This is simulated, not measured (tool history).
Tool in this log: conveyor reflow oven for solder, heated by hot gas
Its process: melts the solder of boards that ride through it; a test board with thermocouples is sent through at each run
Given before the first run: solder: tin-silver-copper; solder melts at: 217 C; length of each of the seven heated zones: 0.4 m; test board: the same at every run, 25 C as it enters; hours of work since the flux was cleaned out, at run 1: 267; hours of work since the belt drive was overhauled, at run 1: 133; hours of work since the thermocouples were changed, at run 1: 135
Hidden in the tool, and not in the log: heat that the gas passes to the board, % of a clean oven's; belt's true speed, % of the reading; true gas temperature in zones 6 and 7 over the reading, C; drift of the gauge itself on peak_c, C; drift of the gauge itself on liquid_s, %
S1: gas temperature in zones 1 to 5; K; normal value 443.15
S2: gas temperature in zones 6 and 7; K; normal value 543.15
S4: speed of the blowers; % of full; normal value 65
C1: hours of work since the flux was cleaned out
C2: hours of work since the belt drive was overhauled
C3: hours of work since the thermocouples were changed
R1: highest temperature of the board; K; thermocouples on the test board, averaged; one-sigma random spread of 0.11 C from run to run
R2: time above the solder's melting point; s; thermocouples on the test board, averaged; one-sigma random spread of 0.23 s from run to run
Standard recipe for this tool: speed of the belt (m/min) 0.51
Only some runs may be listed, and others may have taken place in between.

Run 1, hour 0: usual settings; C1 267; C2 133; C3 135. Result: R1 530.45 K, R2 74.2 s.
Run 2, hour 12.9: usual settings; C1 277; C2 143; C3 145. Result: R1 530.25 K, R2 74 s.
Run 3, hour 20.6: usual settings; C1 283; C2 149; C3 151. Result: R1 530.35 K, R2 74.1 s.
Run 4, hour 31.8: usual settings; C1 292; C2 157; C3 159. Result: R1 530.25 K, R2 73.9 s.
Run 5, hour 45.9: usual settings but S2 544.15 K; C1 303; C2 168; C3 170. Result: R1 531.25 K, R2 74.5 s.
Run 6, hour 56.1: usual settings but S4 76 % of full; C1 311; C2 176; C3 178. Result: R1 532.05 K, R2 75.7 s.
Run 7, hour 64.9: usual settings but S4 76 % of full; C1 318; C2 183; C3 185. Result: R1 532.05 K, R2 75.3 s.
Run 8, hour 76: usual settings but S4 66 % of full; C1 326; C2 192; C3 194. Result: R1 530.45 K, R2 74.1 s.
Run 9, hour 84.8: usual settings but S4 66 % of full; C1 333; C2 198; C3 200. Result: R1 530.35 K, R2 74.3 s.
At hour 99.8: flux residue cleaned out of gas plates and filters.
Run 10, hour 103.7: usual settings but S2 545.15 K, S4 55 % of full; C1 3; C2 209; C3 211. Result: R1 531.65 K, R2 74.8 s.
Run 11, hour 111: usual settings but S1 455.15 K, S2 541.15 K, speed of the belt (m/min) 0.599, S4 70 % of full; C1 9; C2 215; C3 217. Result: R1 528.05 K, R2 65.6 s.
Run 12, hour 119.9: usual settings but S1 455.15 K, S2 541.15 K, speed of the belt (m/min) 0.599, S4 70 % of full; C1 16; C2 222; C3 224. Result: R1 528.25 K, R2 65.7 s.
Run 13, hour 132.9: usual settings but S1 455.15 K, S2 541.15 K, speed of the belt (m/min) 0.429, S4 87 % of full; C1 26; C2 232; C3 234. Result: R1 536.95 K, R2 101.3 s.
Run 14, hour 145.8: usual settings but S1 440.15 K, S2 541.15 K, speed of the belt (m/min) 0.532, S4 87 % of full; C1 36; C2 242; C3 244. Result: R1 531.85 K, R2 71.9 s.
Run 15, hour 157: usual settings but S1 452.15 K, speed of the belt (m/min) 0.427; C1 44; C2 251; C3 252. Result: R1 536.65 K, R2 99.9 s.
Run 16, hour 171.2: usual settings but S2 555.15 K, S4 78 % of full; C1 55; C2 262; C3 263. Result: R1 544.95 K, R2 83.3 s.
Run 17, hour 178: usual settings but S2 555.15 K, S4 78 % of full; C1 61; C2 267; C3 269. Result: R1 545.15 K, R2 83.8 s.

Below are 3 alternative next runs, each starting from the tool's condition after run 17. Predict each:
Run A, hour 184.3: usual settings but S2 553.15 K, S4 78 % of full; C1 65; C2 272; C3 274. Result: R1 ?, R2 ?.
Run B, hour 184.3: usual settings but S1 458.15 K, S2 555.15 K, S4 77 % of full; C1 65; C2 272; C3 274. Result: R1 ?, R2 ?.
Run C, hour 184.3: usual settings but S1 444.15 K, S4 72 % of full; C1 65; C2 272; C3 274. Result: R1 ?, R2 ?.

run      R1    R2
  A  543.05  83.1
  B  546.25  89.6
  C  532.95    77
Had the tool no hidden state, the same runs would have come out as:
run      R1    R2
  A  542.85  82.7
  B  546.05  89.1
  C  532.75  76.7
